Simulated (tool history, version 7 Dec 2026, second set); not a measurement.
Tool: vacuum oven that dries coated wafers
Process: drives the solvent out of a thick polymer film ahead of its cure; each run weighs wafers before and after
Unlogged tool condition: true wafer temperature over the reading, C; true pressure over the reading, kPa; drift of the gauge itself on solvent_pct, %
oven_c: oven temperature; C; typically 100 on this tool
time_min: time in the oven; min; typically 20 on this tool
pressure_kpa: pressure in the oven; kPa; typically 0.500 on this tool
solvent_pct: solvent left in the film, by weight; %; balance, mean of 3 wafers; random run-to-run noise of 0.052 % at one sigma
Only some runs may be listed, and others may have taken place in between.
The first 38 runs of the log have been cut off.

run,day,oven_c,time_min,pressure_kpa,hours of work since the thermocouples were calibrated,hours of work since the vacuum gauge was cleaned of residue,solvent_pct
39,102.458,100,29,1.275,710,839,0.85
40,106.071,100,29,1.275,758,887,0.91
41,107.975,100,29,1.275,783,912,0.96
42,111.796,100,29,1.275,834,963,0.93
43,114.500,106,26,1.032,871,999,0.54
44,117.958,108,20,0.387,917,1046,0.42
45,119.767,87,13,0.500,941,1070,8.90
46,121.888,113,16,0.500,969,1098,0.39
47,124.121,113,19,0.279,999,1128,0.19

Predict each of these 3 candidate next runs independently; none follows another, all start after run 47:
A,126.108,93,27,0.266,1025,1154,?
B,126.108,100,22,0.500,1025,1154,?
C,126.108,100,20,0.260,1025,1154,?

run,solvent_pct
A,1.56
B,1.04
C,1.31
Take away the tool's hidden state, keep each run's random variation, and the runs would have read:
run,solvent_pct
A,1.54
B,1.03
C,1.30
